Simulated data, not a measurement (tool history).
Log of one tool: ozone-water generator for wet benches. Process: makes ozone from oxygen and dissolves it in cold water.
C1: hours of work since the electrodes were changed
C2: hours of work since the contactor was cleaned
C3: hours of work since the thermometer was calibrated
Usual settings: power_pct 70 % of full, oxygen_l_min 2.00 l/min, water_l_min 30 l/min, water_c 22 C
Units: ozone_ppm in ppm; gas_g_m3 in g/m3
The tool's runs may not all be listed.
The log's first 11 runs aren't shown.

{"run": 12, "day": 47.792, "power_pct": 70, "oxygen_l_min": 2.0, "water_l_min": 30, "water_c": 22, "C1": 4437, "C2": 7955, "C3": 4604, "ozone_ppm": 8.3, "gas_g_m3": 252.4}
{"run": 13, "day": 54.792, "power_pct": 70, "oxygen_l_min": 2.0, "water_l_min": 30, "water_c": 22, "C1": 4552, "C2": 8070, "C3": 4719, "ozone_ppm": 8.1, "gas_g_m3": 249.6}
{"run": 14, "day": 61.529, "power_pct": 70, "oxygen_l_min": 2.0, "water_l_min": 30, "water_c": 22, "C1": 4662, "C2": 8181, "C3": 4830, "ozone_ppm": 8.4, "gas_g_m3": 250.9}
{"run": 15, "day": 66.262, "power_pct": 70, "oxygen_l_min": 2.0, "water_l_min": 30, "water_c": 22, "C1": 4740, "C2": 8259, "C3": 4907, "ozone_ppm": 8.1, "gas_g_m3": 250.5}
{"day": 69.992, "done": "contactor cleaned"}
{"run": 16, "day": 73.638, "power_pct": 70, "oxygen_l_min": 2.0, "water_l_min": 30, "water_c": 22, "C1": 4858, "C2": 60, "C3": 5026, "ozone_ppm": 8.7, "gas_g_m3": 250.0}
{"run": 17, "day": 80.483, "power_pct": 70, "oxygen_l_min": 1.22, "water_l_min": 33, "water_c": 24, "C1": 4970, "C2": 172, "C3": 5138, "ozone_ppm": 6.9, "gas_g_m3": 339.5}
{"run": 18, "day": 86.825, "power_pct": 58, "oxygen_l_min": 2.11, "water_l_min": 22, "water_c": 17, "C1": 5074, "C2": 276, "C3": 5242, "ozone_ppm": 10.9, "gas_g_m3": 210.8}
{"run": 19, "day": 94.471, "power_pct": 58, "oxygen_l_min": 1.36, "water_l_min": 31, "water_c": 19, "C1": 5200, "C2": 402, "C3": 5367, "ozone_ppm": 6.8, "gas_g_m3": 283.4}
{"run": 20, "day": 97.842, "power_pct": 76, "oxygen_l_min": 2.61, "water_l_min": 30, "water_c": 22, "C1": 5255, "C2": 457, "C3": 5423, "ozone_ppm": 9.1, "gas_g_m3": 218.2}
{"run": 21, "day": 102.233, "power_pct": 70, "oxygen_l_min": 1.84, "water_l_min": 30, "water_c": 18, "C1": 5327, "C2": 529, "C3": 5495, "ozone_ppm": 8.5, "gas_g_m3": 263.5}
{"run": 22, "day": 106.762, "power_pct": 44, "oxygen_l_min": 2.0, "water_l_min": 20, "water_c": 22, "C1": 5402, "C2": 603, "C3": 5569, "ozone_ppm": 9.4, "gas_g_m3": 183.6}
{"run": 23, "day": 110.162, "power_pct": 44, "oxygen_l_min": 2.44, "water_l_min": 22, "water_c": 23, "C1": 5457, "C2": 659, "C3": 5625, "ozone_ppm": 8.7, "gas_g_m3": 160.4}
{"run": 24, "day": 117.058, "power_pct": 42, "oxygen_l_min": 2.51, "water_l_min": 22, "water_c": 18, "C1": 5571, "C2": 772, "C3": 5738, "ozone_ppm": 8.8, "gas_g_m3": 153.4}
{"day": 117.467, "done": "water thermometer calibrated"}
{"run": 25, "day": 120.583, "power_pct": 42, "oxygen_l_min": 2.35, "water_l_min": 28, "water_c": 18, "C1": 5628, "C2": 830, "C3": 51, "ozone_ppm": 6.9, "gas_g_m3": 163.6}
{"run": 26, "day": 124.688, "power_pct": 58, "oxygen_l_min": 2.92, "water_l_min": 22, "water_c": 17, "C1": 5695, "C2": 897, "C3": 118, "ozone_ppm": 11.1, "gas_g_m3": 171.3}
{"run": 27, "day": 129.879, "power_pct": 68, "oxygen_l_min": 2.71, "water_l_min": 22, "water_c": 24, "C1": 5781, "C2": 982, "C3": 204, "ozone_ppm": 11.3, "gas_g_m3": 198.5}
{"run": 28, "day": 133.621, "power_pct": 54, "oxygen_l_min": 2.71, "water_l_min": 24, "water_c": 24, "C1": 5842, "C2": 1044, "C3": 265, "ozone_ppm": 9.2, "gas_g_m3": 171.9}
{"run": 29, "day": 140.983, "power_pct": 54, "oxygen_l_min": 2.71, "water_l_min": 24, "water_c": 24, "C1": 5963, "C2": 1165, "C3": 386, "ozone_ppm": 9.1, "gas_g_m3": 170.0}
{"run": 30, "day": 146.7, "power_pct": 54, "oxygen_l_min": 2.71, "water_l_min": 24, "water_c": 24, "C1": 6057, "C2": 1258, "C3": 480, "ozone_ppm": 8.9, "gas_g_m3": 171.7}
{"run": 31, "day": 153.988, "power_pct": 62, "oxygen_l_min": 2.0, "water_l_min": 30, "water_c": 29, "C1": 6176, "C2": 1378, "C3": 599, "ozone_ppm": 7.2, "gas_g_m3": 225.3}
{"run": 32, "day": 157.308, "power_pct": 70, "oxygen_l_min": 1.37, "water_l_min": 30, "water_c": 22, "C1": 6231, "C2": 1432, "C3": 654, "ozone_ppm": 7.8, "gas_g_m3": 310.5}

4 ways to go on from here, each from the tool as it stands after run 32. What would each give?
{"run": "A", "day": 164.15, "power_pct": 70, "oxygen_l_min": 1.37, "water_l_min": 30, "water_c": 16, "C1": 6343, "C2": 1545, "C3": 766, "ozone_ppm": "?", "gas_g_m3": "?"}
{"run": "B", "day": 164.15, "power_pct": 42, "oxygen_l_min": 2.0, "water_l_min": 30, "water_c": 22, "C1": 6343, "C2": 1545, "C3": 766, "ozone_ppm": "?", "gas_g_m3": "?"}
{"run": "C", "day": 164.15, "power_pct": 55, "oxygen_l_min": 1.07, "water_l_min": 30, "water_c": 22, "C1": 6343, "C2": 1545, "C3": 766, "ozone_ppm": "?", "gas_g_m3": "?"}
{"run": "D", "day": 164.15, "power_pct": 70, "oxygen_l_min": 2.0, "water_l_min": 21, "water_c": 22, "C1": 6343, "C2": 1545, "C3": 766, "ozone_ppm": "?", "gas_g_m3": "?"}

run=A ozone_ppm=8.0 gas_g_m3=310.5
run=B ozone_ppm=6.0 gas_g_m3=178.8
run=C ozone_ppm=6.3 gas_g_m3=313.8
run=D ozone_ppm=11.8 gas_g_m3=243.8
Without the tool's hidden state the same runs would have given:
run=A ozone_ppm=9.0 gas_g_m3=344.0
run=B ozone_ppm=6.6 gas_g_m3=191.4
run=C ozone_ppm=6.9 gas_g_m3=342.0
run=D ozone_ppm=13.3 gas_g_m3=270.0
